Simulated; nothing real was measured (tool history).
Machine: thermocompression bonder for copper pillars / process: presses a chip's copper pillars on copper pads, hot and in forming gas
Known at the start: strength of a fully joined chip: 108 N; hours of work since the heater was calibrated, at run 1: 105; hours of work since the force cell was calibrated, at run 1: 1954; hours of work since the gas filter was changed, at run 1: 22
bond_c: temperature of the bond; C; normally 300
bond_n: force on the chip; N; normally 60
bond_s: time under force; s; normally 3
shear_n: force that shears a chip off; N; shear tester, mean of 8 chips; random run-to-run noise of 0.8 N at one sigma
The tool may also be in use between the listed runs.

run	hour	bond_c	bond_n	bond_s	hours of work since the heater was calibrated	hours of work since the force cell was calibrated	hours of work since the gas filter was changed	shear_n
1	0.0	300	60	3	105	1954	22	63.9
2	68.4	270	60	3	147	1995	63	50.0
# hour 110.3: force cell calibrated
3	131.4	270	60	3	185	13	101	45.5
4	193.7	270	60	3	222	51	139	45.3
5	278.0	270	60	3	274	102	190	45.2
6	317.0	270	60	3	298	126	214	46.0
7	394.7	300	60	6	345	173	261	69.4
8	447.7	300	60	3	377	206	293	55.5
9	488.0	300	60	3	402	230	318	56.9
# hour 521.8: forming gas filter changed
10	543.9	300	60	3	436	264	13	60.3
11	628.0	300	60	3	487	315	65	58.2
12	705.2	300	60	3	534	362	112	60.6
13	782.4	282	60	3	581	409	159	49.9
14	838.0	282	60	3	615	443	193	49.2
# hour 862.0: heater calibrated with a thermocouple chip
15	884.5	282	60	3	14	470	220	53.2
16	940.4	282	60	3	48	504	254	51.3
17	1008.7	282	60	3	89	546	295	53.2
18	1073.1	282	60	3	129	585	335	51.0
# hour 1077.4: forming gas filter changed
19	1150.9	282	60	3	176	632	45	53.6
20	1197.5	304	60	3	204	661	73	62.6
21	1264.9	284	84	3	245	702	114	65.5
22	1347.7	294	36	5	296	752	165	50.5
23	1414.6	294	36	5	336	793	205	50.0
24	1452.1	329	82	3	359	816	228	82.3
25	1527.4	302	38	8	405	862	274	63.3
26	1574.6	279	85	8	434	890	303	76.0
# hour 1630.0: forming gas filter changed
27	1640.1	279	85	8	473	930	6	79.6
28	1693.4	300	88	8	506	962	39	89.5
29	1782.0	280	58	2	560	1016	93	40.6
30	1850.1	280	58	2	601	1058	134	40.9
# hour 1898.0: heater calibrated with a thermocouple chip
31	1920.9	300	58	5	14	1100	176	70.8
32	1997.5	272	76	5	61	1147	223	65.6
33	2039.5	272	76	5	86	1172	248	65.5
34	2111.9	274	60	2	130	1216	292	41.3
35	2167.2	279	60	5	164	1250	326	59.6
# hour 2184.1: forming gas filter changed
36	2227.2	279	60	5	200	1286	26	62.0
37	2297.4	279	60	2	243	1329	69	45.4
38	2349.4	325	46	2	275	1361	101	56.7
39	2407.3	325	82	2	310	1396	136	75.5

Run by run, hidden condition taken away, random variation retained:
Hidden state at play: true temperature of the bond over the reading, C; force that reaches the chip, % of what is set; oxide that the forming gas leaves, % of the face; drift of the gauge itself on shear_n, %.
run	shear_n
1	62.1
2	49.1
3	47.7
4	48.1
5	48.7
6	50.0
7	75.1
8	61.2
9	63.0
10	63.3
11	62.0
12	65.3
13	55.1
14	54.8
15	55.4
16	54.0
17	56.6
18	54.9
19	55.1
20	64.6
21	68.5
22	53.7
23	53.8
24	87.5
25	69.0
26	83.0
27	82.7
28	92.6
29	44.5
30	45.3
31	71.5
32	67.0
33	67.4
34	42.9
35	62.7
36	61.8
37	45.7
38	57.3
39	77.2

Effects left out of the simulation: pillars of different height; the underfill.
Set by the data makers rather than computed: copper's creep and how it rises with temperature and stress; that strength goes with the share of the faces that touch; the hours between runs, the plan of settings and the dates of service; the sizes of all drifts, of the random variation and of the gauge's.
